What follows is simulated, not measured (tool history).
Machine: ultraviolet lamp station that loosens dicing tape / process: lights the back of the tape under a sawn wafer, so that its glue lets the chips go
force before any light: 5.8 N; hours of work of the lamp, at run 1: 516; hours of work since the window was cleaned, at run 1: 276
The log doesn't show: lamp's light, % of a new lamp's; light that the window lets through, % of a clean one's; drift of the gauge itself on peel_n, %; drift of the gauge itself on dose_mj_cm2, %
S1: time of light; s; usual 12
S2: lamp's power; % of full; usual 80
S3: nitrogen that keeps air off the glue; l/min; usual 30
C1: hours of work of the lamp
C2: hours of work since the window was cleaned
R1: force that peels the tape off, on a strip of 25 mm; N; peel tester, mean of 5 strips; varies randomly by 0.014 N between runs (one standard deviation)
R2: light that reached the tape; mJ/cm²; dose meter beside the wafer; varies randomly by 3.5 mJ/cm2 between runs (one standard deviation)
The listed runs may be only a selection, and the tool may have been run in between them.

| run | hour | S1 | S2 | S3 | C1 | C2 | R1 | R2 |
|---|---|---|---|---|---|---|---|---|
| 1 | 0.0 | 12 | 80 | 30 | 516 | 276 | 0.681 | 580 |
| 2 | 25.9 | 12 | 80 | 39 | 528 | 288 | 0.577 | 578 |
| 3 | 49.0 | 17 | 80 | 30 | 539 | 299 | 0.384 | 823 |
| 4 | 72.8 | 12 | 80 | 30 | 550 | 311 | 0.666 | 583 |
| 5 | 95.3 | 12 | 80 | 34 | 561 | 321 | 0.661 | 574 |
|  | 104.4 | window cleaned of glue's vapour |
| 6 | 135.7 | 12 | 80 | 34 | 580 | 15 | 0.620 | 582 |
| 7 | 165.8 | 12 | 80 | 30 | 594 | 29 | 0.697 | 578 |
| 8 | 203.9 | 12 | 80 | 30 | 612 | 47 | 0.671 | 579 |
| 9 | 251.2 | 12 | 80 | 30 | 635 | 69 | 0.693 | 578 |
| 10 | 300.5 | 12 | 87 | 30 | 658 | 93 | 0.589 | 632 |
| 11 | 330.7 | 12 | 80 | 11 | 672 | 107 | 1.179 | 578 |
| 12 | 380.9 | 12 | 80 | 11 | 696 | 131 | 1.197 | 582 |
| 13 | 410.7 | 11 | 80 | 11 | 710 | 145 | 1.335 | 534 |
| 14 | 460.3 | 12 | 66 | 30 | 734 | 169 | 0.931 | 475 |
| 15 | 497.5 | 12 | 80 | 17 | 751 | 186 | 0.937 | 587 |
|  | 519.9 | lamp changed |
| 16 | 535.3 | 9 | 80 | 31 | 7 | 204 | 1.031 | 439 |
| 17 | 581.5 | 10 | 85 | 13 | 29 | 225 | 1.263 | 517 |
| 18 | 605.0 | 7 | 80 | 16 | 40 | 237 | 1.914 | 343 |
| 19 | 633.1 | 12 | 73 | 35 | 54 | 250 | 0.748 | 529 |
| 20 | 674.6 | 12 | 79 | 30 | 73 | 269 | 0.705 | 571 |
| 21 | 700.6 | 12 | 79 | 30 | 86 | 282 | 0.665 | 578 |
| 22 | 732.4 | 7 | 80 | 39 | 101 | 297 | 1.406 | 338 |
| 23 | 781.2 | 7 | 80 | 39 | 124 | 320 | 1.404 | 339 |
|  | 792.3 | window cleaned of glue's vapour |
| 24 | 815.4 | 7 | 80 | 11 | 140 | 11 | 2.229 | 336 |
| 25 | 842.5 | 24 | 72 | 23 | 153 | 24 | 0.323 | 1049 |
| 26 | 893.1 | 12 | 67 | 30 | 176 | 48 | 0.899 | 483 |
| 27 | 945.9 | 12 | 67 | 30 | 201 | 73 | 0.908 | 486 |
| 28 | 987.3 | 9 | 80 | 16 | 221 | 92 | 1.440 | 435 |
| 29 | 1030.1 | 21 | 63 | 40 | 241 | 113 | 0.355 | 800 |
| 30 | 1059.7 | 23 | 83 | 26 | 255 | 127 | 0.272 | 1148 |

Forecast each of these 4 alternatives for the next run:
| A | 1093.6 | 19 | 85 | 52 | 271 | 143 | ? | ? |
| B | 1093.6 | 8 | 68 | 45 | 271 | 143 | ? | ? |
| C | 1093.6 | 24 | 80 | 13 | 271 | 143 | ? | ? |
| D | 1093.6 | 14 | 64 | 30 | 271 | 143 | ? | ? |

| run | R1 | R2 |
|---|---|---|
| A | 0.276 | 979 |
| B | 1.385 | 329 |
| C | 0.337 | 1159 |
| D | 0.743 | 546 |
Stripped of hidden state, with their random variation kept, the same runs would have yielded:
| run | R1 | R2 |
|---|---|---|
| A | 0.276 | 980 |
| B | 1.383 | 329 |
| C | 0.337 | 1160 |
| D | 0.742 | 546 |

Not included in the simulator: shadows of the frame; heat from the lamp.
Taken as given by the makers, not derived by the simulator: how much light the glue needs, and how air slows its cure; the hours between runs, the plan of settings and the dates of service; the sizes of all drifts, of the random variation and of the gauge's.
